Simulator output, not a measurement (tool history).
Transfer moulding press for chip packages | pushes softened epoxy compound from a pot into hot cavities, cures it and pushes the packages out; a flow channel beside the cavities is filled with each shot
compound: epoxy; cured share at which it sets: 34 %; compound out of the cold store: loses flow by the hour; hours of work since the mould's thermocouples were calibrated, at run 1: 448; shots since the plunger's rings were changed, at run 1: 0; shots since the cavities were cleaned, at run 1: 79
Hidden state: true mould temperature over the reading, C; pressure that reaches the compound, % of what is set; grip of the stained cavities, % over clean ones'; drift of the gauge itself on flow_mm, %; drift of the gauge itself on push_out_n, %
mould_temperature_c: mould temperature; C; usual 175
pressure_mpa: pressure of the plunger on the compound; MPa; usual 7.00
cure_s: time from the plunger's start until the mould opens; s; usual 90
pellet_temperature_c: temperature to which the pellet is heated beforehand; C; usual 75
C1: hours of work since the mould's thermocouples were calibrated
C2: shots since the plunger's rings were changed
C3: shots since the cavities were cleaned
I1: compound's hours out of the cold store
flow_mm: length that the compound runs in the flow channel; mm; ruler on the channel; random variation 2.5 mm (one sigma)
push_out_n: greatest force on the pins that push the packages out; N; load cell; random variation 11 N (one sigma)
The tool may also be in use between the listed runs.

Run 1, hour 0.0: usual settings; C1 448; C2 0; C3 79; I1 33.5. Result: flow_mm 526 mm, push_out_n 674 N.
Run 2, hour 16.8: usual settings; C1 458; C2 192; C3 271; I1 22.8. Result: flow_mm 545 mm, push_out_n 860 N.
Run 3, hour 30.8: usual settings; C1 467; C2 352; C3 431; I1 21.9. Result: flow_mm 549 mm, push_out_n 934 N.
Run 4, hour 48.2: usual settings but pressure_mpa 6.52 MPa; C1 478; C2 551; C3 630; I1 17.0. Result: flow_mm 534 mm, push_out_n 1024 N.
At hour 61.2: cavities cleaned with cleaning compound and waxed.
Run 5, hour 63.7: usual settings but pellet_temperature_c 70 C; C1 487; C2 711; C3 29; I1 10.9. Result: flow_mm 561 mm, push_out_n 626 N.
Run 6, hour 75.9: usual settings but pellet_temperature_c 73 C; C1 494; C2 849; C3 167; I1 47.3. Result: flow_mm 498 mm, push_out_n 721 N.
Run 7, hour 88.8: usual settings but pressure_mpa 6.27 MPa; C1 503; C2 998; C3 316; I1 11.9. Result: flow_mm 526 mm, push_out_n 893 N.
Run 8, hour 96.7: usual settings but pressure_mpa 6.27 MPa; C1 507; C2 1087; C3 405; I1 43.1. Result: flow_mm 477 mm, push_out_n 914 N.
Run 9, hour 108.3: usual settings but pressure_mpa 6.27 MPa; C1 515; C2 1219; C3 537; I1 31.6. Result: flow_mm 497 mm, push_out_n 1001 N.
Run 10, hour 119.5: usual settings but cure_s 76 s; C1 522; C2 1348; C3 666; I1 40.4. Result: flow_mm 509 mm, push_out_n 1493 N.
At hour 128.9: cavities cleaned with cleaning compound and waxed.
Run 11, hour 132.8: usual settings but cure_s 76 s; C1 529; C2 1482; C3 43; I1 20.7. Result: flow_mm 538 mm, push_out_n 897 N.
Run 12, hour 141.5: usual settings but cure_s 76 s; C1 535; C2 1582; C3 143; I1 35.7. Result: flow_mm 515 mm, push_out_n 1035 N.
At hour 144.9: mould's thermocouples calibrated.
Run 13, hour 156.8: usual settings but cure_s 76 s; C1 7; C2 1734; C3 295; I1 35.3. Result: flow_mm 513 mm, push_out_n 1224 N.
Run 14, hour 174.5: usual settings but cure_s 76 s; C1 19; C2 1936; C3 497; I1 11.9. Result: flow_mm 557 mm, push_out_n 1532 N.
Run 15, hour 181.7: usual settings but pressure_mpa 5.78 MPa; C1 23; C2 2018; C3 579; I1 45.5. Result: flow_mm 452 mm, push_out_n 991 N.
Run 16, hour 192.3: usual settings but pressure_mpa 5.78 MPa; C1 30; C2 2140; C3 701; I1 31.8. Result: flow_mm 473 mm, push_out_n 1022 N.
At hour 197.8: cavities cleaned with cleaning compound and waxed.
Run 17, hour 203.7: usual settings but mould_temperature_c 182 C; C1 36; C2 2253; C3 67; I1 34.4. Result: flow_mm 502 mm, push_out_n 523 N.
At hour 213.8: mould's thermocouples calibrated, once more.
Run 18, hour 216.6: usual settings but mould_temperature_c 173 C, cure_s 107 s; C1 2; C2 2377; C3 191; I1 36.2. Result: flow_mm 507 mm, push_out_n 630 N.
Run 19, hour 228.6: usual settings but mould_temperature_c 181 C, pellet_temperature_c 76 C; C1 9; C2 2514; C3 328; I1 17.4. Result: flow_mm 527 mm, push_out_n 695 N.
Run 20, hour 242.6: usual settings but mould_temperature_c 181 C, pellet_temperature_c 76 C; C1 18; C2 2674; C3 488; I1 24.8. Result: flow_mm 509 mm, push_out_n 747 N.
Run 21, hour 259.4: usual settings but mould_temperature_c 181 C, pellet_temperature_c 76 C; C1 29; C2 2866; C3 680; I1 38.9. Result: flow_mm 489 mm, push_out_n 839 N.
At hour 266.8: cavities cleaned with cleaning compound and waxed.
Run 22, hour 270.7: usual settings but mould_temperature_c 170 C, pressure_mpa 5.45 MPa, cure_s 73 s, pellet_temperature_c 73 C; C1 35; C2 2978; C3 45; I1 24.6. Result: flow_mm 466 mm, push_out_n 1336 N.
Run 23, hour 279.2: usual settings but mould_temperature_c 181 C, pressure_mpa 5.45 MPa, cure_s 73 s, pellet_temperature_c 70 C; C1 40; C2 3075; C3 142; I1 17.3. Result: flow_mm 461 mm, push_out_n 819 N.
Run 24, hour 287.6: usual settings but mould_temperature_c 181 C, pressure_mpa 5.45 MPa, cure_s 111 s, pellet_temperature_c 70 C; C1 46; C2 3171; C3 238; I1 30.5. Result: flow_mm 443 mm, push_out_n 589 N.
Run 25, hour 297.3: usual settings but mould_temperature_c 170 C, pressure_mpa 8.61 MPa, pellet_temperature_c 85 C; C1 52; C2 3281; C3 348; I1 28.9. Result: flow_mm 580 mm, push_out_n 1111 N.
Run 26, hour 309.8: usual settings but mould_temperature_c 170 C, pressure_mpa 8.61 MPa, cure_s 101 s, pellet_temperature_c 85 C; C1 59; C2 3424; C3 491; I1 14.1. Result: flow_mm 605 mm, push_out_n 987 N.
Run 27, hour 320.8: usual settings but mould_temperature_c 170 C, pressure_mpa 8.61 MPa, cure_s 101 s, pellet_temperature_c 85 C; C1 66; C2 3550; C3 617; I1 35.6. Result: flow_mm 564 mm, push_out_n 1012 N.
At hour 333.9: cavities cleaned with cleaning compound and waxed.
Run 28, hour 337.8: usual settings but mould_temperature_c 170 C, pressure_mpa 8.61 MPa, cure_s 101 s, pellet_temperature_c 85 C; C1 76; C2 3727; C3 44; I1 19.5. Result: flow_mm 594 mm, push_out_n 601 N.

Forecast each of these 3 alternatives for the next run:
Run A, hour 344.9: usual settings but mould_temperature_c 178 C, pressure_mpa 8.61 MPa, cure_s 89 s, pellet_temperature_c 85 C; C1 81; C2 3808; C3 125; I1 16.8. Result: flow_mm ?, push_out_n ?.
Run B, hour 344.9: usual settings but mould_temperature_c 171 C, pressure_mpa 8.61 MPa, cure_s 95 s, pellet_temperature_c 85 C; C1 81; C2 3808; C3 125; I1 32.5. Result: flow_mm ?, push_out_n ?.
Run C, hour 344.9: usual settings but mould_temperature_c 171 C, pressure_mpa 7.15 MPa, cure_s 129 s, pellet_temperature_c 85 C; C1 81; C2 3808; C3 125; I1 12.8. Result: flow_mm ?, push_out_n ?.

run  flow_mm  push_out_n
  A      575         580
  B      562         731
  C      551         536
Without the tool's hidden state the same runs would have given:
run  flow_mm  push_out_n
  A      604         455
  B      591         575
  C      579         423
